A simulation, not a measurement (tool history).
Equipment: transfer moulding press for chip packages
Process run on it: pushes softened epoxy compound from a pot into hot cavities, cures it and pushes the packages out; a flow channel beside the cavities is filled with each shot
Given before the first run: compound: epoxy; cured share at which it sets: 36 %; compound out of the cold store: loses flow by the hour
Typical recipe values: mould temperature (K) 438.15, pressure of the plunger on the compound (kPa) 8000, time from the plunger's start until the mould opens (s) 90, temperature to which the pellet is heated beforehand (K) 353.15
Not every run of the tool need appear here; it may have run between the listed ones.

| run | hour | mould temperature (K) | pressure of the plunger on the compound (kPa) | time from the plunger's start until the mould opens (s) | temperature to which the pellet is heated beforehand (K) | incoming compound's hours out of the cold store | length that the compound runs in the flow channel (mm) | greatest force on the pins that push the packages out (N) |
|---|---|---|---|---|---|---|---|---|
| 1 | 0.0 | 438.15 | 8000 | 90 | 353.15 | 12.3 | 946 | 882 |
| 2 | 6.7 | 438.15 | 6430 | 90 | 353.15 | 20.8 | 798 | 891 |
|  | 11.5 | cavities cleaned with cleaning compound and waxed |
| 3 | 18.6 | 438.15 | 6430 | 90 | 353.15 | 31.9 | 759 | 588 |
| 4 | 24.6 | 438.15 | 6430 | 90 | 353.15 | 32.0 | 757 | 647 |
| 5 | 30.2 | 438.15 | 6430 | 90 | 353.15 | 45.2 | 692 | 728 |
| 6 | 41.3 | 438.15 | 8000 | 71 | 353.15 | 21.6 | 885 | 1342 |
| 7 | 46.9 | 438.15 | 8000 | 71 | 353.15 | 18.9 | 901 | 1313 |
|  | 54.1 | cavities cleaned with cleaning compound and waxed |
| 8 | 57.4 | 435.15 | 8000 | 71 | 353.15 | 15.2 | 939 | 1102 |
| 9 | 67.1 | 435.15 | 8000 | 71 | 353.15 | 47.4 | 774 | 1150 |
| 10 | 78.6 | 435.15 | 8000 | 71 | 353.15 | 28.1 | 856 | 1492 |
| 11 | 84.8 | 439.15 | 8000 | 90 | 353.15 | 17.4 | 899 | 830 |
|  | 88.1 | plunger's sealing rings changed |
|  | 99.2 | cavities cleaned with cleaning compound and waxed |
| 12 | 99.5 | 432.15 | 8000 | 90 | 353.15 | 48.0 | 848 | 659 |
| 13 | 109.3 | 432.15 | 8000 | 90 | 353.15 | 20.5 | 985 | 972 |
| 14 | 116.5 | 432.15 | 8000 | 90 | 359.15 | 43.7 | 866 | 975 |
| 15 | 126.3 | 432.15 | 8000 | 90 | 359.15 | 17.2 | 1006 | 1169 |
| 16 | 132.2 | 438.15 | 6080 | 88 | 353.15 | 44.3 | 727 | 847 |
|  | 141.5 | cavities cleaned with cleaning compound and waxed |
| 17 | 143.2 | 432.15 | 6320 | 90 | 353.15 | 33.0 | 804 | 691 |
| 18 | 152.8 | 432.15 | 6320 | 90 | 353.15 | 26.0 | 846 | 943 |
| 19 | 158.8 | 431.15 | 8180 | 72 | 349.15 | 44.2 | 857 | 1617 |
| 20 | 169.2 | 438.15 | 6060 | 89 | 353.15 | 9.0 | 885 | 846 |
| 21 | 176.6 | 438.15 | 6060 | 89 | 353.15 | 15.5 | 846 | 879 |
| 22 | 181.4 | 445.15 | 9530 | 112 | 344.15 | 10.1 | 1071 | 726 |
|  | 184.4 | cavities cleaned with cleaning compound and waxed |
| 23 | 193.1 | 445.15 | 9530 | 112 | 344.15 | 42.7 | 880 | 546 |
| 24 | 199.7 | 445.15 | 9530 | 112 | 344.15 | 43.6 | 880 | 584 |
| 25 | 210.3 | 445.15 | 9530 | 95 | 362.15 | 26.3 | 959 | 683 |
| 26 | 218.6 | 445.15 | 9530 | 95 | 362.15 | 21.7 | 984 | 728 |
|  | 226.8 | cavities cleaned with cleaning compound and waxed |
| 27 | 231.8 | 438.15 | 8000 | 90 | 351.15 | 42.8 | 827 | 555 |
| 28 | 240.5 | 445.15 | 8380 | 93 | 353.15 | 28.3 | 894 | 587 |

Each row is a separate what-if for the run after 28, all from the same tool condition, not one after another. Results?
| A | 250.5 | 444.15 | 8380 | 93 | 353.15 | 30.1 | ? | ? |
| B | 250.5 | 445.15 | 8380 | 93 | 349.15 | 38.0 | ? | ? |
| C | 250.5 | 445.15 | 6570 | 93 | 353.15 | 42.1 | ? | ? |

| run | length that the compound runs in the flow channel (mm) | greatest force on the pins that push the packages out (N) |
|---|---|---|
| A | 880 | 658 |
| B | 841 | 660 |
| C | 730 | 662 |
Without the tool's unlogged condition, the same runs would have read:
| run | length that the compound runs in the flow channel (mm) | greatest force on the pins that push the packages out (N) |
|---|---|---|
| A | 906 | 396 |
| B | 866 | 398 |
| C | 751 | 400 |
